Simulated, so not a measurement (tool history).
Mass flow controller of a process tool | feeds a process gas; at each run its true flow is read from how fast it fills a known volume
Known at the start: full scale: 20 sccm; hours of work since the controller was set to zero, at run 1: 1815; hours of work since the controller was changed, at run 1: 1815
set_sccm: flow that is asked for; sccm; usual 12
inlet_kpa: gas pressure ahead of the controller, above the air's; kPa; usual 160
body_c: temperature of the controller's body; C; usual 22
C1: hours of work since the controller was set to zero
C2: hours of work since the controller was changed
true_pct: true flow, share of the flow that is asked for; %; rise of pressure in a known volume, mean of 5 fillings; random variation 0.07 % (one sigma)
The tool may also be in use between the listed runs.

run 1 hour=0 | set_sccm=12 inlet_kpa=160 body_c=22 | C1=1815 C2=1815 | true_pct=98.66
run 2 hour=339.4 | set_sccm=12 inlet_kpa=160 body_c=26 | C1=1929 C2=1929 | true_pct=98.53
run 3 hour=723 | set_sccm=12 inlet_kpa=160 body_c=26 | C1=2058 C2=2058 | true_pct=98.43
run 4 hour=936.8 | set_sccm=12 inlet_kpa=160 body_c=22 | C1=2130 C2=2130 | true_pct=98.59
run 5 hour=1128.6 | set_sccm=12 inlet_kpa=160 body_c=22 | C1=2194 C2=2194 | true_pct=98.35
run 6 hour=1538.3 | set_sccm=12 inlet_kpa=160 body_c=22 | C1=2332 C2=2332 | true_pct=98.19
run 7 hour=1951.2 | set_sccm=12 inlet_kpa=232 body_c=22 | C1=2471 C2=2471 | true_pct=98.19
run 8 hour=2166.7 | set_sccm=12 inlet_kpa=160 body_c=22 | C1=2543 C2=2543 | true_pct=98.08
run 9 hour=2405.8 | set_sccm=5 inlet_kpa=160 body_c=22 | C1=2624 C2=2624 | true_pct=96.79
run 10 hour=2754.4 | set_sccm=5 inlet_kpa=160 body_c=22 | C1=2741 C2=2741 | true_pct=96.67
run 11 hour=3198.4 | set_sccm=5 inlet_kpa=160 body_c=22 | C1=2890 C2=2890 | true_pct=96.68
run 12 hour=3562.7 | set_sccm=5 inlet_kpa=168 body_c=22 | C1=3013 C2=3013 | true_pct=96.42
run 13 hour=3876.3 | set_sccm=11 inlet_kpa=146 body_c=22 | C1=3118 C2=3118 | true_pct=97.14
run 14 hour=4273.6 | set_sccm=12 inlet_kpa=160 body_c=29 | C1=3252 C2=3252 | true_pct=96.93
run 15 hour=4500.2 | set_sccm=12 inlet_kpa=173 body_c=28 | C1=3328 C2=3328 | true_pct=97.12
run 16 hour=4915.6 | set_sccm=19 inlet_kpa=173 body_c=32 | C1=3468 C2=3468 | true_pct=97.79
run 17 hour=5111.1 | set_sccm=8 inlet_kpa=173 body_c=27 | C1=3533 C2=3533 | true_pct=96.22

The next listed run, before its measurement:
run 18 hour=5371.4 | set_sccm=2 inlet_kpa=173 body_c=27 | C1=3621 C2=3621 | true_pct=?

Run 18 gave true_pct 95.04 %.
Without the tool's hidden state the same run would have given true_pct 96.9 %.
